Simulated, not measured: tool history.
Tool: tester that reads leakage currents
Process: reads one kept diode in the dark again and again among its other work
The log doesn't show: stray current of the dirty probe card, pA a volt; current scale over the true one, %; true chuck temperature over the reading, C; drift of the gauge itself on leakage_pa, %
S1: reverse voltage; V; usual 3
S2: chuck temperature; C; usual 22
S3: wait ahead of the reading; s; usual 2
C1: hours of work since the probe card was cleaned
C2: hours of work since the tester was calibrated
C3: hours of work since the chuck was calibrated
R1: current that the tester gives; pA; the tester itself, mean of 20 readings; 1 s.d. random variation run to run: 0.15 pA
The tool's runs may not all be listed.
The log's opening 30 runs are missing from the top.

run 31 day=63.704 | S1=1.38 S2=30 S3=1.67 | C1=1839 C2=2517 C3=359 | R1=65.14
run 32 day=65.554 | S1=8.44 S2=38 S3=0.98 | C1=1866 C2=2544 C3=386 | R1=320.39
run 33 day=68.417 | S1=5.46 S2=46 S3=1.16 | C1=1907 C2=2586 C3=427 | R1=443.58
run 34 day=70.096 | S1=1.66 S2=34 S3=3 | C1=1932 C2=2610 C3=451 | R1=98.67
run 35 day=71.7 | S1=1.66 S2=56 S3=3 | C1=1955 C2=2633 C3=475 | R1=456.06
run 36 day=73.371 | S1=3 S2=34 S3=2.18 | C1=1979 C2=2657 C3=499 | R1=137.81
run 37 day=76.208 | S1=3 S2=34 S3=2.18 | C1=2020 C2=2699 C3=540 | R1=138.24
run 38 day=79.008 | S1=2.45 S2=35 S3=1.67 | C1=2061 C2=2739 C3=581 | R1=133.89
run 39 day=80.492 | S1=1.96 S2=29 S3=0.74 | C1=2083 C2=2761 C3=602 | R1=76.16

Consider 5 possible next runs. They are alternatives, not a sequence: every one starts from the tool as it was left by run 39. What does each give?
run A day=83.288 | S1=1.96 S2=37 S3=0.74 | C1=2123 C2=2801 C3=643 | R1=?
run B day=83.288 | S1=1.96 S2=28 S3=0.74 | C1=2123 C2=2801 C3=643 | R1=?
run C day=83.288 | S1=3.02 S2=52 S3=0.85 | C1=2123 C2=2801 C3=643 | R1=?
run D day=83.288 | S1=10.34 S2=22 S3=1.79 | C1=2123 C2=2801 C3=643 | R1=?
run E day=83.288 | S1=3.32 S2=22 S3=2.93 | C1=2123 C2=2801 C3=643 | R1=?

run=A R1=138.93
run=B R1=71.8
run=C R1=492.21
run=D R1=120.87
run=E R1=61.65
Without the tool's hidden state the same runs would have given:
run=A R1=121.75
run=B R1=61.33
run=C R1=440.2
run=D R1=93.49
run=E R1=50.27

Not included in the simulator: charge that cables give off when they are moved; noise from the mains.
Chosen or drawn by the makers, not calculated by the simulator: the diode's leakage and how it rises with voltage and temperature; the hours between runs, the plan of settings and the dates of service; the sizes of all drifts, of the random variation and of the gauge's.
